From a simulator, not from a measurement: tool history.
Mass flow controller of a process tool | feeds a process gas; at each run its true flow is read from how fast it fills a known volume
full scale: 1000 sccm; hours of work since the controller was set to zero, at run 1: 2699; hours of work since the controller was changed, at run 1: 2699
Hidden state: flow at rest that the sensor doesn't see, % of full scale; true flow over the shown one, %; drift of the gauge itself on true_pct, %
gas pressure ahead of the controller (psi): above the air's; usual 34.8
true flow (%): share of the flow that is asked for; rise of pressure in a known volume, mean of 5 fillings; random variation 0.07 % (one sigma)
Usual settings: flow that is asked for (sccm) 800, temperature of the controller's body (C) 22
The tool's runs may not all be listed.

| run | hour | flow that is asked for (sccm) | gas pressure ahead of the controller (psi) | temperature of the controller's body (C) | hours of work since the controller was set to zero | hours of work since the controller was changed | true flow (%) |
|---|---|---|---|---|---|---|---|
| 1 | 0 | 800 | 34.8 | 22 | 2699 | 2699 | 97.27 |
| 2 | 178.2 | 800 | 34.8 | 22 | 2773 | 2773 | 97.18 |
| 3 | 399.3 | 328 | 34.8 | 22 | 2864 | 2864 | 95.13 |
| 4 | 564.2 | 800 | 34.8 | 34 | 2932 | 2932 | 98.38 |
| 5 | 782.7 | 800 | 34.8 | 34 | 3022 | 3022 | 98.38 |
| 6 | 908.4 | 800 | 34.8 | 34 | 3073 | 3073 | 98.3 |
| 7 | 1122.5 | 800 | 34.8 | 30 | 3162 | 3162 | 97.96 |
| 8 | 1319.8 | 170 | 34.8 | 22 | 3243 | 3243 | 93.18 |
| 9 | 1472.4 | 800 | 27.3 | 22 | 3306 | 3306 | 97.32 |
| 10 | 1695.5 | 800 | 27.3 | 22 | 3397 | 3397 | 97.28 |
| 11 | 1863.6 | 800 | 27.3 | 22 | 3467 | 3467 | 97.32 |
| 12 | 2068.2 | 800 | 34.8 | 22 | 3551 | 3551 | 96.71 |
| 13 | 2171.3 | 800 | 34.8 | 22 | 3593 | 3593 | 96.69 |
| 14 | 2328.5 | 800 | 34.8 | 32 | 3658 | 3658 | 97.85 |
| 15 | 2541.6 | 800 | 37 | 22 | 3746 | 3746 | 96.45 |
| 16 | 2662.3 | 800 | 37 | 22 | 3795 | 3795 | 96.42 |
| 17 | 2865.2 | 800 | 37 | 22 | 3879 | 3879 | 96.49 |
| 18 | 2995.3 | 800 | 37 | 22 | 3932 | 3932 | 96.29 |
| 19 | 3150.4 | 800 | 37 | 22 | 3996 | 3996 | 96.48 |
| 20 | 3373 | 598 | 21.9 | 22 | 4088 | 4088 | 96.23 |
| 21 | 3547.4 | 771 | 20.3 | 31 | 4160 | 4160 | 98.03 |
|  | 3567.9 | controller's zero set anew |
| 22 | 3747.3 | 267 | 34.8 | 39 | 74 | 4242 | 94.28 |
| 23 | 3850.2 | 707 | 34.8 | 39 | 116 | 4284 | 97.39 |
| 24 | 4051.9 | 707 | 34.8 | 39 | 199 | 4367 | 97.33 |
|  | 4195 | controller's zero set anew, once more |
| 25 | 4195 | 655 | 34.8 | 37 | 0 | 4426 | 98.19 |
| 26 | 4396.2 | 655 | 22.2 | 37 | 83 | 4509 | 98.78 |
| 27 | 4528.4 | 191 | 30.5 | 32 | 137 | 4563 | 96.32 |
| 28 | 4752.2 | 238 | 27.8 | 25 | 229 | 4655 | 95.8 |
| 29 | 4917.9 | 238 | 27.8 | 25 | 298 | 4724 | 95.62 |

The next listed run, before its measurement:
| 30 | 5013.1 | 800 | 22.8 | 29 | 337 | 4763 | ? |

{"run 30": {"true flow (%)": 98.21}}
Without the tool's hidden state the same run would have given true flow (%) 100.3.

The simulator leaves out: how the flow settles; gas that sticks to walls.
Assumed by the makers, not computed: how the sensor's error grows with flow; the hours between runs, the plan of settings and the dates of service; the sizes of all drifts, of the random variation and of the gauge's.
